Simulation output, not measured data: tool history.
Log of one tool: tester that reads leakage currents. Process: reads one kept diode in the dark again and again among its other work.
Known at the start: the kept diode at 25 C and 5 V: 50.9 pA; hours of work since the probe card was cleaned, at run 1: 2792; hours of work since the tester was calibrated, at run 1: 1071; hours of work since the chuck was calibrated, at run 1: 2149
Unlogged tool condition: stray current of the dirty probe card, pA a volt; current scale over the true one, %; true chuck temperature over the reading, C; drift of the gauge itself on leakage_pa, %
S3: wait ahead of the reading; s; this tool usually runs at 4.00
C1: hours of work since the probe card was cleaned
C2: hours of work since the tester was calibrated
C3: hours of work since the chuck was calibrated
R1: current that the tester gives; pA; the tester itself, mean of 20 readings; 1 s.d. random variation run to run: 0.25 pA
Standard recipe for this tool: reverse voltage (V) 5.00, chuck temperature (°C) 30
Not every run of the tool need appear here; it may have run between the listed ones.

run 1 day=0.000 | reverse_voltage_(V)=5.00 chuck_temperature_(°C)=30 S3=4.00 | C1=2792 C2=1071 C3=2149 | R1=104.28
run 2 day=5.962 | reverse_voltage_(V)=1.93 chuck_temperature_(°C)=30 S3=4.00 | C1=2901 C2=1179 C3=2257 | R1=71.63
-- day=8.738 chuck's temperature calibrated
run 3 day=11.304 | reverse_voltage_(V)=4.29 chuck_temperature_(°C)=30 S3=4.00 | C1=2996 C2=1275 C3=47 | R1=84.03
-- day=15.392 probe card cleaned and baked
run 4 day=18.342 | reverse_voltage_(V)=4.29 chuck_temperature_(°C)=30 S3=4.00 | C1=53 C2=1400 C3=172 | R1=75.77
run 5 day=29.033 | reverse_voltage_(V)=1.43 chuck_temperature_(°C)=30 S3=4.00 | C1=247 C2=1594 C3=366 | R1=51.97
run 6 day=37.154 | reverse_voltage_(V)=1.43 chuck_temperature_(°C)=30 S3=4.00 | C1=395 C2=1741 C3=513 | R1=52.38
run 7 day=42.312 | reverse_voltage_(V)=5.00 chuck_temperature_(°C)=30 S3=4.00 | C1=488 C2=1834 C3=606 | R1=84.44
run 8 day=52.479 | reverse_voltage_(V)=5.00 chuck_temperature_(°C)=30 S3=4.00 | C1=672 C2=2019 C3=791 | R1=85.36
run 9 day=61.558 | reverse_voltage_(V)=5.00 chuck_temperature_(°C)=30 S3=4.00 | C1=837 C2=2183 C3=955 | R1=86.67
run 10 day=72.942 | reverse_voltage_(V)=5.00 chuck_temperature_(°C)=30 S3=4.00 | C1=1043 C2=2390 C3=1162 | R1=88.60
run 11 day=79.775 | reverse_voltage_(V)=5.00 chuck_temperature_(°C)=30 S3=4.00 | C1=1167 C2=2513 C3=1285 | R1=89.87
-- day=86.725 tester calibrated
run 12 day=88.017 | reverse_voltage_(V)=5.00 chuck_temperature_(°C)=43 S3=4.00 | C1=1315 C2=23 C3=1433 | R1=282.85
run 13 day=98.017 | reverse_voltage_(V)=1.04 chuck_temperature_(°C)=55 S3=0.49 | C1=1496 C2=205 C3=1615 | R1=425.97
run 14 day=106.100 | reverse_voltage_(V)=1.04 chuck_temperature_(°C)=55 S3=0.49 | C1=1643 C2=351 C3=1761 | R1=431.72
run 15 day=114.721 | reverse_voltage_(V)=1.04 chuck_temperature_(°C)=55 S3=0.49 | C1=1799 C2=508 C3=1917 | R1=433.60
run 16 day=126.817 | reverse_voltage_(V)=5.00 chuck_temperature_(°C)=34 S3=0.48 | C1=2018 C2=727 C3=2137 | R1=140.93
-- day=135.933 chuck's temperature calibrated
run 17 day=138.138 | reverse_voltage_(V)=7.40 chuck_temperature_(°C)=33 S3=0.98 | C1=2222 C2=930 C3=40 | R1=138.51
run 18 day=149.400 | reverse_voltage_(V)=11.99 chuck_temperature_(°C)=36 S3=0.40 | C1=2426 C2=1135 C3=244 | R1=223.27
run 19 day=156.354 | reverse_voltage_(V)=5.04 chuck_temperature_(°C)=54 S3=4.00 | C1=2552 C2=1261 C3=370 | R1=668.18
run 20 day=167.988 | reverse_voltage_(V)=5.00 chuck_temperature_(°C)=34 S3=4.00 | C1=2763 C2=1472 C3=581 | R1=132.92
run 21 day=175.504 | reverse_voltage_(V)=1.11 chuck_temperature_(°C)=34 S3=1.52 | C1=2899 C2=1608 C3=717 | R1=75.14
-- day=184.788 probe card cleaned and baked
run 22 day=184.829 | reverse_voltage_(V)=11.84 chuck_temperature_(°C)=34 S3=0.81 | C1=1 C2=1775 C3=884 | R1=172.10

The logged runs with the hidden state left out (each run's random variation unchanged):
run=1 R1=81.74
run=2 R1=58.15
run=3 R1=77.51
run=4 R1=77.37
run=5 R1=52.24
run=6 R1=52.11
run=7 R1=82.39
run=8 R1=81.71
run=9 R1=81.68
run=10 R1=81.85
run=11 R1=82.12
run=12 R1=259.77
run=13 R1=395.14
run=14 R1=397.59
run=15 R1=396.28
run=16 R1=119.92
run=17 R1=125.13
run=18 R1=198.01
run=19 R1=640.07
run=20 R1=117.73
run=21 R1=69.07
run=22 R1=161.52

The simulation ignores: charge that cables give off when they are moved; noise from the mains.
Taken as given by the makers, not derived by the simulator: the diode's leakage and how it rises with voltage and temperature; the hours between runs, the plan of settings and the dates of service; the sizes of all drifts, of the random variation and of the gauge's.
